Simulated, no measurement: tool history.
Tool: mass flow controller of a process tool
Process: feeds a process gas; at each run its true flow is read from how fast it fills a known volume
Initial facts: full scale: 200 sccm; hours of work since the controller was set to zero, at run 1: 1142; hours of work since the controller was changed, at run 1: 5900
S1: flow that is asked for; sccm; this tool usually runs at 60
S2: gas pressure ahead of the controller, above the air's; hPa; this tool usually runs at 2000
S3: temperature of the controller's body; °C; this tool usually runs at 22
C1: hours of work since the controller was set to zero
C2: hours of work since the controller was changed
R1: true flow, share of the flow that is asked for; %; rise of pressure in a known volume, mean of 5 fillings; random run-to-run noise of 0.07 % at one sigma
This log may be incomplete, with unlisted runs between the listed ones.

run      day   S1    S2  S3    C1    C2      R1
  1        0   60  2000  22  1142  5900   97.61
  2    14.05   60  2000  22  1324  6082   97.54
  3   25.017  161  2000  22  1466  6224   98.23
  4   34.021  161  2000  22  1583  6341   98.19
  5   43.525  161  2000  28  1706  6464   98.39
  6   57.779  161  2000  28  1890  6648   98.35
  7   72.762  161  2000  28  2084  6842   98.43
  8   81.642  161  2000  28  2199  6957   98.39
  9   96.871   60  2000  37  2397  7154   98.79
     106.412  -- controller exchanged for a calibrated one
 10  106.542   60  2000  22     2     2   97.98
 11  119.746   60  2000  22   173   173   98.03
 12  129.917   60  2000  22   304   304   98.22
 13  140.538   60  2170  22   442   442   98.32
 14   155.65   60  2000  22   638   638   98.36
 15  165.996   60  2000  22   772   772   98.52
 16  179.708   60  2000  22   949   949   98.62
 17  194.846   60  2000  22  1145  1145   98.64
 18  207.596   60  2000  21  1310  1310   98.78
 19  214.125   60  2000  21  1395  1395   98.81
 20  228.508   60  2000  22  1581  1581   99.12
 21  236.392   60  2000  22  1683  1683   98.95
 22  248.075   60  2000  22  1834  1834   99.12
 23  263.504   60  1810  22  2034  2034   99.33
 24  271.804   60  1810  22  2142  2142   99.33
 25  283.125   74  1810  28  2288  2288   99.35
 26  294.229   60  2000  24  2432  2432   99.59
 27  300.742   60  2000  31  2516  2516   99.85
 28  316.029  126  2000  31  2714  2714   99.69
 29  329.142  126  2000  31  2884  2884   99.68
 30  336.462  126  2630  34  2979  2979  100.14
 31  349.621  142  1900  30  3149  3149   99.72
 32  359.429   60  2000  40  3276  3276  100.75
 33  370.325   39  2040  24  3417  3417  101.79
 34  377.954   39  2040  24  3516  3516  102.01
 35  388.704   97  2580  31  3655  3655  100.24
 36  398.971   32  2580  38  3788  3788  103.94
 37    405.8   54  2740  26  3877  3877  101.49
 38  415.904   43  2720  24  4007  4007  102.28
 39  428.554   50  1420  37  4171  4171  101.54
 40  435.838   34  2490  23  4266  4266  103.92
 41  443.825  183  1400  20  4369  4369   99.47
 42  459.483   84  2710  35  4572  4572  100.98
     463.771  -- controller's zero set anew
 43  466.583   22  2000  26    36  4663    96.5
 44  476.362   22  2000  26   163  4790   96.79
 45  489.783  141  1470  22   337  4964   97.71
 46  500.683   60  2000  37   478  5105    97.5
 47  508.158  102  2000  32   575  5202   97.76

What if the next run were any one of these 4? Each begins from the tool's condition after run 47:
  A  521.942   27  2000  27  753  5380   ?
  B  521.942  104  2000  22  753  5380   ?
  C  521.942  102  1620  32  753  5380   ?
  D  521.942   58  1800  22  753  5380   ?

run     R1
  A  97.87
  B  97.51
  C  97.61
  D  97.14
Without the tool's unlogged condition, the same runs would have read:
run     R1
  A  97.53
  B  98.44
  C  98.54
  D  97.72

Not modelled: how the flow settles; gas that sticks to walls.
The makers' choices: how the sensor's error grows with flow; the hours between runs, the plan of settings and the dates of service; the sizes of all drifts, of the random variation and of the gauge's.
